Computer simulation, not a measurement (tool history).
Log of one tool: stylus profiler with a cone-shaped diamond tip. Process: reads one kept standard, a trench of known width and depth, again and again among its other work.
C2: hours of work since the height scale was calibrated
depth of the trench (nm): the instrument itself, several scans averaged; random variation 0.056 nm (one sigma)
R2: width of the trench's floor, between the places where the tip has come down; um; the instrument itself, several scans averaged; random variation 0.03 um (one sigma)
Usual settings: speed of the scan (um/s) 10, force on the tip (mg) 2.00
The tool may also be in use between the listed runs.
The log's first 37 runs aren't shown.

{"run": 38, "day": 127.892, "speed of the scan (um/s)": 30, "force on the tip (mg)": 2.95, "scans with this tip": 14283, "C2": 367, "depth of the trench (nm)": 508.08, "R2": 94.83}
{"run": 39, "day": 130.383, "speed of the scan (um/s)": 31, "force on the tip (mg)": 2.0, "scans with this tip": 14551, "C2": 391, "depth of the trench (nm)": 506.29, "R2": 94.78}
{"run": 40, "day": 132.867, "speed of the scan (um/s)": 9, "force on the tip (mg)": 1.82, "scans with this tip": 14818, "C2": 416, "depth of the trench (nm)": 505.86, "R2": 94.9}
{"run": 41, "day": 136.458, "speed of the scan (um/s)": 9, "force on the tip (mg)": 1.82, "scans with this tip": 15204, "C2": 451, "depth of the trench (nm)": 505.67, "R2": 94.89}
{"run": 42, "day": 139.929, "speed of the scan (um/s)": 17, "force on the tip (mg)": 2.22, "scans with this tip": 15578, "C2": 485, "depth of the trench (nm)": 506.58, "R2": 94.81}
{"run": 43, "day": 143.188, "speed of the scan (um/s)": 3, "force on the tip (mg)": 2.93, "scans with this tip": 15928, "C2": 518, "depth of the trench (nm)": 507.96, "R2": 94.95}
{"run": 44, "day": 146.267, "speed of the scan (um/s)": 4, "force on the tip (mg)": 1.3, "scans with this tip": 16259, "C2": 548, "depth of the trench (nm)": 504.49, "R2": 94.86}
{"run": 45, "day": 148.417, "speed of the scan (um/s)": 5, "force on the tip (mg)": 4.69, "scans with this tip": 16490, "C2": 569, "depth of the trench (nm)": 510.91, "R2": 94.92}
{"run": 46, "day": 152.292, "speed of the scan (um/s)": 10, "force on the tip (mg)": 5.28, "scans with this tip": 16907, "C2": 607, "depth of the trench (nm)": 511.91, "R2": 94.92}
{"run": 47, "day": 154.504, "speed of the scan (um/s)": 7, "force on the tip (mg)": 3.98, "scans with this tip": 17145, "C2": 629, "depth of the trench (nm)": 509.77, "R2": 94.82}

3 ways to go on from here, each from the tool as it stands after run 47. What would each give?
{"run": "A", "day": 157.829, "speed of the scan (um/s)": 9, "force on the tip (mg)": 5.43, "scans with this tip": 17503, "C2": 662, "depth of the trench (nm)": "?", "R2": "?"}
{"run": "B", "day": 157.829, "speed of the scan (um/s)": 26, "force on the tip (mg)": 3.98, "scans with this tip": 17503, "C2": 662, "depth of the trench (nm)": "?", "R2": "?"}
{"run": "C", "day": 157.829, "speed of the scan (um/s)": 4, "force on the tip (mg)": 0.88, "scans with this tip": 17503, "C2": 662, "depth of the trench (nm)": "?", "R2": "?"}

run=A depth_of_the_trench_(nm)=512.09 R2=94.79
run=B depth_of_the_trench_(nm)=509.75 R2=94.75
run=C depth_of_the_trench_(nm)=503.31 R2=94.85
Without the tool's hidden state the same runs would have given:
run=A depth_of_the_trench_(nm)=512.50 R2=95.56
run=B depth_of_the_trench_(nm)=510.16 R2=95.52
run=C depth_of_the_trench_(nm)=503.73 R2=95.62

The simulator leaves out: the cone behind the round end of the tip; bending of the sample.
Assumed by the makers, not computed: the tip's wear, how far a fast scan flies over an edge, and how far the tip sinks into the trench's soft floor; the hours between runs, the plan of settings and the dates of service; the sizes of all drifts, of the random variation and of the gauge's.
